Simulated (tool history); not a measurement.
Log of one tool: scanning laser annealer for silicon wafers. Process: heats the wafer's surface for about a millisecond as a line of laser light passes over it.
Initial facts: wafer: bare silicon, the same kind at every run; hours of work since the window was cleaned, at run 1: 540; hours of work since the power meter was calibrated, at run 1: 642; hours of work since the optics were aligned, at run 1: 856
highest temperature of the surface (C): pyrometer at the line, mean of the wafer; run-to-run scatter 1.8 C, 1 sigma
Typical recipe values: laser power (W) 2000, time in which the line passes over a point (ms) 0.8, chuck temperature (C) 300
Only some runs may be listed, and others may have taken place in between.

run	hour	laser power (W)	time in which the line passes over a point (ms)	chuck temperature (C)	hours of work since the window was cleaned	hours of work since the power meter was calibrated	hours of work since the optics were aligned	highest temperature of the surface (C)
1	0	2000	0.8	300	540	642	856	1015
2	41.4	2000	0.8	300	572	673	888	1010
3	83	2000	0.8	300	604	705	920	1010
4	137.5	2000	0.8	300	645	746	961	1004
5	185.5	1795	0.8	300	682	783	998	924
6	216.5	1795	0.8	300	705	807	1021	919
7	250.8	2084	0.8	300	732	833	1048	1035
# hour 286.3: window over the wafer cleaned
8	286.3	2000	0.8	300	0	858	1073	1035
9	317.8	2177	0.8	300	24	882	1097	1116
10	371	2086	0.8	300	65	923	1138	1075
11	400.4	2086	0.8	300	87	945	1160	1072
12	458.5	2000	0.797	300	131	990	1204	1029
13	490	2000	0.797	300	155	1014	1229	1029
14	548.9	2000	0.8	322	200	1059	1273	1050
15	584.9	2000	0.8	300	228	1086	1301	1027
16	621.1	2000	0.8	300	255	1114	1329	1021
17	679.1	2000	0.8	300	300	1158	1373	1022
18	725.3	2000	0.8	300	335	1193	1408	1021
19	782.7	2000	0.8	300	379	1237	1452	1018
20	825.9	2000	0.721	300	412	1270	1485	977
21	865.2	1751	0.851	333	442	1300	1515	963
22	912.4	2063	0.8	300	478	1336	1551	1043
23	941	1748	0.915	284	500	1358	1573	939
24	999.1	2000	0.8	300	544	1402	1617	1007
25	1056.4	1804	0.721	300	588	1446	1661	887
26	1083.7	1943	0.593	339	608	1467	1682	917
# hour 1099.2: optics aligned, line set to its width
27	1138	1943	0.593	339	646	1505	30	929
28	1169.6	1943	0.593	339	670	1529	54	926
29	1198	1843	0.8	300	692	1550	75	950
30	1238.1	2000	0.678	332	722	1581	106	987
31	1266.5	2000	0.678	332	744	1603	128	985
# hour 1285.1: window over the wafer cleaned
32	1319.4	2000	0.8	283	26	1641	167	1034
33	1365.2	2000	0.8	283	61	1676	201	1034
34	1423	1871	0.586	292	105	1720	246	869
35	1469.3	1770	0.8	293	141	1756	281	935
36	1526.3	1770	0.8	293	184	1799	324	932
37	1556.8	2000	0.978	300	207	1823	348	1128
38	1593.9	2000	0.857	272	236	1851	376	1038
39	1648.3	1868	0.569	300	277	1892	417	859
40	1701.1	2030	0.687	288	317	1933	458	977

Subtracting, for every run, the result it would have given without the tool's unlogged condition from the measured result gives the following. The same run-to-run variation enters both numbers; the gauge's scatter may not:
The hidden state here: light that passes the window, % of a clean one's; laser's true power over the reading, %; width of the line over the set one, %; drift of the gauge itself on peak_c, C.
run	highest temperature of the surface (C)
1	-38
2	-39
3	-41
4	-43
5	-39
6	-40
7	-50
8	-12
9	-14
10	-16
11	-17
12	-19
13	-21
14	-23
15	-24
16	-26
17	-28
18	-30
19	-32
20	-32
21	-32
22	-39
23	-35
24	-41
25	-36
26	-36
27	-24
28	-25
29	-29
30	-30
31	-32
32	-1
33	-3
34	-4
35	-6
36	-8
37	-12
38	-14
39	-12
40	-16
